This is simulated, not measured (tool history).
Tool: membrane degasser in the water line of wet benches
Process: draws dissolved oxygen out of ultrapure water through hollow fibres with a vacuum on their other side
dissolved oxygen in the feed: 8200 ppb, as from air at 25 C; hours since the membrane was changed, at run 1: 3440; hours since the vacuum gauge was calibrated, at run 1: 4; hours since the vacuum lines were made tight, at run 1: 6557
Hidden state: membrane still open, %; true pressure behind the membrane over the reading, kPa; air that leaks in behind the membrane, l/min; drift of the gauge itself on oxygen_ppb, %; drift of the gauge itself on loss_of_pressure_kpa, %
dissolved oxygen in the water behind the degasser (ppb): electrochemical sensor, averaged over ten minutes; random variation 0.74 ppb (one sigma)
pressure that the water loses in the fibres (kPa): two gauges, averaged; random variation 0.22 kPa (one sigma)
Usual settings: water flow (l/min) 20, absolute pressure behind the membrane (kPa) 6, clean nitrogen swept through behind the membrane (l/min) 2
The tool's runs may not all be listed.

run	day	water flow (l/min)	absolute pressure behind the membrane (kPa)	clean nitrogen swept through behind the membrane (l/min)	hours since the membrane was changed	hours since the vacuum gauge was calibrated	hours since the vacuum lines were made tight	dissolved oxygen in the water behind the degasser (ppb)	pressure that the water loses in the fibres (kPa)
1	0	20	6	2	3440	4	6557	70.6	53.79
2	3.104	20	6	2	3514	78	6632	69	53.91
3	6.162	20	6	2	3588	152	6705	70.5	53.75
# day 10.846: seals of the vacuum lines changed
4	10.846	20	4.61	2	3698	262	0	35.9	53.91
5	14.983	24	6	2	3797	361	99	81.9	64.5
6	18.279	24	6	2	3876	440	178	81.8	64.6
7	22.121	24	6.21	2	3969	533	271	89.5	65.16
8	24.092	24	6.21	2	4016	580	318	89.8	64.74
9	26.475	24	6.21	2	4073	637	375	88.2	65.07
10	30.9	20	6	2	4179	743	481	69.4	53.78
11	33.792	20	6	2	4249	813	551	71.2	53.8
12	36.558	20	6	2	4315	879	617	70.2	53.49
13	40.038	20	6	2	4399	963	701	69.6	54.32
14	44.279	20	6	2	4500	1064	802	70.6	54.11
15	47.071	20	8.7	4.55	4567	1131	869	61.7	54.02
16	49.546	31	5.91	2.7	4627	1191	929	83.3	83.9
17	51.479	31	5.91	2.7	4673	1237	975	84	83.32
18	53.75	24	6	0.95	4728	1292	1030	163.1	64.79
19	56.779	25	6	2.51	4801	1364	1102	74.1	67.6
20	58.65	13	6.24	1.26	4845	1409	1147	78.6	35.39
21	61.796	13	4.88	0.94	4921	1485	1223	59.5	34.95
22	66.388	17	12.16	2	5031	1595	1333	181.9	46.07
23	69.038	17	12.16	2	5095	1659	1397	183.9	45.85

Measured less the same run without the tool's hidden state. The same run-to-run variation is in both; the gauge's scatter may not be:
run	dissolved oxygen in the water behind the degasser (ppb)	pressure that the water loses in the fibres (kPa)
1	+1.9	+0.99
2	+2.1	+1.01
3	+2.3	+1.03
4	+0.7	+1.07
5	+1.2	+1.31
6	+1.4	+1.34
7	+1.8	+1.39
8	+1.9	+1.39
9	+2.1	+1.42
10	+1.9	+1.2
11	+2.2	+1.22
12	+2.3	+1.23
13	+2.5	+1.27
14	+2.9	+1.3
15	+1.7	+1.32
16	+4.2	+2.07
17	+4.4	+2.08
18	+7.3	+1.64
19	+4	+1.73
20	+3.7	+0.91
21	+4.8	+0.91
22	+4.1	+1.23
23	+4.4	+1.25
